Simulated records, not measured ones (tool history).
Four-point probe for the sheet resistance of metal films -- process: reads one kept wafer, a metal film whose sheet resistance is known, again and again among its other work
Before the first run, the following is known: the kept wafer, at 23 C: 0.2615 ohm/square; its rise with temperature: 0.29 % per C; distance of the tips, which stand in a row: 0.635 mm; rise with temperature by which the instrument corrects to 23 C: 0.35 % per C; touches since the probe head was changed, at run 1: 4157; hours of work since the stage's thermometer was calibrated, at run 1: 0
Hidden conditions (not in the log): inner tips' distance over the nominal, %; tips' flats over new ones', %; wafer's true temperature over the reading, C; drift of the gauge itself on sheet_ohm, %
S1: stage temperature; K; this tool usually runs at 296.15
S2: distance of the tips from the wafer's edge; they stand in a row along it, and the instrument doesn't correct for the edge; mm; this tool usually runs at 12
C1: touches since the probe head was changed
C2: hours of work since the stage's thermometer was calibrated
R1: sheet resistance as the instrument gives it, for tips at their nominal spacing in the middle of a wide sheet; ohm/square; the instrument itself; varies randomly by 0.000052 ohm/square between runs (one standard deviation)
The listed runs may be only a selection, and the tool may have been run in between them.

run,hour,S1,S2,C1,C2,R1
1,0.0,296.15,12,4157,0,0.262144
2,76.8,296.15,12,5807,36,0.262160
3,157.7,296.15,12,7547,73,0.262193
4,244.9,296.15,12,9419,113,0.262146
5,325.8,296.15,12,11158,151,0.262228
6,416.7,296.15,12,13112,193,0.262257
7,470.7,292.15,12,14273,218,0.262867
8,522.6,292.15,12,15387,242,0.262831
9,567.1,292.15,12,16345,262,0.262862
10,642.6,292.15,12,17967,297,0.262888
11,682.2,296.15,12,18817,316,0.262347
12,740.5,293.15,12,20070,342,0.262856
13,830.6,291.15,35,22007,384,0.262778
14,884.1,293.15,5,23155,409,0.264728
15,945.6,293.15,36,24478,437,0.262523
16,999.4,293.15,36,25634,462,0.262546
17,1059.0,300.15,17,26916,490,0.261601
18,1101.1,300.15,17,27819,509,0.261673
19,1159.8,292.15,34,29080,536,0.262680
20,1211.2,304.15,6,30185,560,0.262495
21,1286.7,304.15,6,31808,595,0.262519
22,1336.1,302.15,5,32870,618,0.263504
23,1393.2,293.15,12,34098,644,0.263047
24,1471.8,295.15,31,35785,681,0.262467

Below are 3 alternative next runs, each starting from the tool's condition after run 24. Predict each:
A,1549.6,303.15,3,37458,717,?
B,1549.6,301.15,8,37458,717,?
C,1549.6,303.15,24,37458,717,?

run,R1
A,0.267327
B,0.262309
C,0.261350
Without the tool's unlogged condition, the same runs would have read:
run,R1
A,0.266580
B,0.261575
C,0.260619

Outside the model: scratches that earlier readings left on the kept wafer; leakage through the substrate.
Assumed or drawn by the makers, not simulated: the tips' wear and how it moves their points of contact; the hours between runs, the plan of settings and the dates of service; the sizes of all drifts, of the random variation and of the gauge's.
